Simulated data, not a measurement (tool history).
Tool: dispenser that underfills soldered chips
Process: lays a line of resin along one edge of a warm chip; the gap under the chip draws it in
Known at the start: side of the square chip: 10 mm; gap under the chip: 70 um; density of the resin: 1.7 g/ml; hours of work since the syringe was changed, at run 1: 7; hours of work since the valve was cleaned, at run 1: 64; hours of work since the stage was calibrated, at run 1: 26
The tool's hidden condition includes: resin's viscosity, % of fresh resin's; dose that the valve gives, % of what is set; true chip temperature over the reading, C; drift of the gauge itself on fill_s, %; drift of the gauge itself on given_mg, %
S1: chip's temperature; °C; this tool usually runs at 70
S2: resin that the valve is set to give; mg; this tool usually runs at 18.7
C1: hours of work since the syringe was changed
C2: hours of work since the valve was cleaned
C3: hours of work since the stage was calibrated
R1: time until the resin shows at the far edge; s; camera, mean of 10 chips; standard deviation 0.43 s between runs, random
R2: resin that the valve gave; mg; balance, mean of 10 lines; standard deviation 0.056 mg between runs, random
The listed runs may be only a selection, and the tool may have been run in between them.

Run 1, day 0.000: usual settings; C1 7; C2 64; C3 26. Result: R1 47.2 s, R2 17.64 mg.
At day 0.204: new syringe of resin.
Run 2, day 0.300: usual settings; C1 2; C2 69; C3 31. Result: R1 34.6 s, R2 17.73 mg.
Run 3, day 0.508: usual settings; C1 5; C2 73; C3 35. Result: R1 43.9 s, R2 17.74 mg.
At day 0.775: new syringe of resin.
Run 4, day 0.808: usual settings but S2 17.8 mg; C1 1; C2 78; C3 40. Result: R1 31.4 s, R2 16.84 mg.
Run 5, day 1.121: usual settings but S2 17.8 mg; C1 6; C2 84; C3 46. Result: R1 46.1 s, R2 16.64 mg.
At day 1.242: dispensing valve cleaned and set on the balance.
At day 1.388: new syringe of resin.
Run 6, day 1.488: usual settings but S2 21.8 mg; C1 2; C2 4; C3 51. Result: R1 34.5 s, R2 21.87 mg.
Run 7, day 1.662: usual settings but S2 21.8 mg; C1 5; C2 7; C3 54. Result: R1 41.5 s, R2 21.84 mg.
Run 8, day 1.912: usual settings but S2 21.8 mg; C1 9; C2 12; C3 59. Result: R1 54.4 s, R2 21.70 mg.
At day 1.954: new syringe of resin.
Run 9, day 2.117: usual settings but S2 21.8 mg; C1 3; C2 15; C3 62. Result: R1 36.2 s, R2 21.73 mg.
At day 2.517: new syringe of resin.
Run 10, day 2.517: usual settings but S2 21.8 mg; C1 0; C2 22; C3 69. Result: R1 30.1 s, R2 21.51 mg.
Run 11, day 2.721: usual settings; C1 4; C2 26; C3 73. Result: R1 38.7 s, R2 18.38 mg.
Run 12, day 2.888: usual settings but S1 59 °C; C1 7; C2 29; C3 76. Result: R1 64.8 s, R2 18.37 mg.
At day 3.092: new syringe of resin.
Run 13, day 3.242: usual settings but S2 16.9 mg; C1 3; C2 35; C3 82. Result: R1 37.7 s, R2 16.42 mg.
Run 14, day 3.567: usual settings but S2 16.9 mg; C1 8; C2 40; C3 87. Result: R1 54.8 s, R2 16.44 mg.
At day 3.654: new syringe of resin.
Run 15, day 3.821: usual settings but S2 16.9 mg; C1 3; C2 45; C3 92. Result: R1 36.8 s, R2 16.37 mg.
Run 16, day 4.017: usual settings but S1 59 °C, S2 20.6 mg; C1 6; C2 48; C3 95. Result: R1 62.4 s, R2 20.04 mg.
At day 4.217: new syringe of resin.
Run 17, day 4.217: usual settings but S1 76 °C, S2 18.6 mg; C1 0; C2 52; C3 99. Result: R1 26.2 s, R2 17.92 mg.
Run 18, day 4.533: usual settings but S1 76 °C, S2 18.6 mg; C1 6; C2 57; C3 104. Result: R1 36.3 s, R2 17.79 mg.
Run 19, day 4.738: usual settings but S1 79 °C, S2 21.8 mg; C1 9; C2 61; C3 108. Result: R1 41.7 s, R2 20.90 mg.
At day 4.779: new syringe of resin.
Run 20, day 5.042: usual settings but S1 67 °C, S2 24.2 mg; C1 5; C2 66; C3 113. Result: R1 44.0 s, R2 22.98 mg.
At day 5.350: new syringe of resin.
Run 21, day 5.400: usual settings but S2 17.8 mg; C1 1; C2 72; C3 119. Result: R1 32.4 s, R2 16.85 mg.
Run 22, day 5.771: usual settings but S2 17.8 mg; C1 7; C2 79; C3 126. Result: R1 50.1 s, R2 16.85 mg.
At day 5.912: new syringe of resin.
Run 23, day 6.129: usual settings but S2 17.8 mg; C1 4; C2 85; C3 132. Result: R1 40.0 s, R2 16.72 mg.
At day 6.200: dispensing valve cleaned and set on the balance.
At day 6.525: new syringe of resin.
Run 24, day 6.538: usual settings but S2 17.2 mg; C1 0; C2 6; C3 138. Result: R1 30.2 s, R2 17.16 mg.
Run 25, day 6.833: usual settings but S1 55 °C, S2 17.2 mg; C1 5; C2 11; C3 143. Result: R1 68.1 s, R2 17.03 mg.
At day 7.100: new syringe of resin.
Run 26, day 7.104: usual settings but S1 68 °C, S2 22.0 mg; C1 0; C2 16; C3 148. Result: R1 33.1 s, R2 21.72 mg.
Run 27, day 7.338: usual settings but S1 67 °C, S2 18.5 mg; C1 4; C2 20; C3 152. Result: R1 43.7 s, R2 18.19 mg.
At day 7.671: new syringe of resin.
Run 28, day 7.671: usual settings but S1 67 °C, S2 18.5 mg; C1 0; C2 25; C3 158. Result: R1 33.1 s, R2 18.03 mg.
Run 29, day 8.062: usual settings but S1 75 °C, S2 18.2 mg; C1 7; C2 32; C3 165. Result: R1 41.3 s, R2 17.66 mg.

Predict each of these 3 candidate next runs independently; none follows another, all start after run 29:
At day 8.246: new syringe of resin.
Run A, day 8.292: usual settings but S1 68 °C, S2 21.4 mg; C1 1; C2 36; C3 169. Result: R1 ?, R2 ?.
At day 8.246: new syringe of resin.
Run B, day 8.292: usual settings but S1 60 °C, S2 18.2 mg; C1 1; C2 36; C3 169. Result: R1 ?, R2 ?.
At day 8.246: new syringe of resin.
Run C, day 8.292: usual settings but S1 72 °C, S2 19.0 mg; C1 1; C2 36; C3 169. Result: R1 ?, R2 ?.

run    R1     R2
  A  33.5  20.80
  B  44.3  17.55
  C  30.2  18.46
What these runs would have given with no unlogged condition in the tool:
run    R1     R2
  A  32.0  21.44
  B  42.3  18.09
  C  28.9  19.03
